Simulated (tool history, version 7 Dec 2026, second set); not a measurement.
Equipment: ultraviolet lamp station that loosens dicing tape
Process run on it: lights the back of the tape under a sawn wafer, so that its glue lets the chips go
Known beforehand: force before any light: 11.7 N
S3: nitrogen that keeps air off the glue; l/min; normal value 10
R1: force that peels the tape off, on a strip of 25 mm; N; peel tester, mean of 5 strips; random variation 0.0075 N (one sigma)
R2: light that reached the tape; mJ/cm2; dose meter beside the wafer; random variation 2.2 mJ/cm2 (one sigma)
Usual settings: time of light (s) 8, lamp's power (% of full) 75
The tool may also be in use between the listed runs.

Run 1, hour 0.0: usual settings. Result: R1 0.281 N, R2 191 mJ/cm2.
Run 2, hour 59.3: usual settings. Result: R1 0.295 N, R2 192 mJ/cm2.
Run 3, hour 115.5: usual settings but S3 9 l/min. Result: R1 0.298 N, R2 188 mJ/cm2.
Run 4, hour 154.8: usual settings but S3 9 l/min. Result: R1 0.314 N, R2 188 mJ/cm2.
At hour 226.4: window cleaned of glue's vapour.
Run 5, hour 234.7: usual settings but S3 9 l/min. Result: R1 0.314 N, R2 191 mJ/cm2.
Run 6, hour 276.7: usual settings but S3 9 l/min. Result: R1 0.298 N, R2 193 mJ/cm2.
At hour 353.2: lamp changed.
Run 7, hour 355.8: usual settings but time of light (s) 6, lamp's power (% of full) 79, S3 4 l/min. Result: R1 1.076 N, R2 154 mJ/cm2.
Run 8, hour 442.5: usual settings but time of light (s) 6, lamp's power (% of full) 71, S3 7 l/min. Result: R1 0.812 N, R2 134 mJ/cm2.
Run 9, hour 520.7: usual settings but time of light (s) 6, lamp's power (% of full) 71, S3 7 l/min. Result: R1 0.828 N, R2 137 mJ/cm2.
Run 10, hour 581.4: usual settings but time of light (s) 5, lamp's power (% of full) 71, S3 6 l/min. Result: R1 1.405 N, R2 115 mJ/cm2.
At hour 589.6: window cleaned of glue's vapour.
Run 11, hour 644.1: usual settings but time of light (s) 15, S3 3 l/min. Result: R1 0.232 N, R2 360 mJ/cm2.
Run 12, hour 714.9: usual settings but time of light (s) 4, lamp's power (% of full) 90. Result: R1 0.901 N, R2 111 mJ/cm2.

Alternative continuations, all from the tool just after run 12; predict every row:
Run A, hour 786.2: usual settings but time of light (s) 14, lamp's power (% of full) 81, S3 19 l/min. Result: R1 ?, R2 ?.
Run B, hour 786.2: usual settings but time of light (s) 6, lamp's power (% of full) 66, S3 6 l/min. Result: R1 ?, R2 ?.
Run C, hour 786.2: usual settings. Result: R1 ?, R2 ?.

run     R1   R2
  A  0.170  365
  B  1.083  127
  C  0.283  186
With the hidden condition removed and each run's random variation left untouched, the same runs would have given:
run     R1   R2
  A  0.170  365
  B  1.080  127
  C  0.282  186
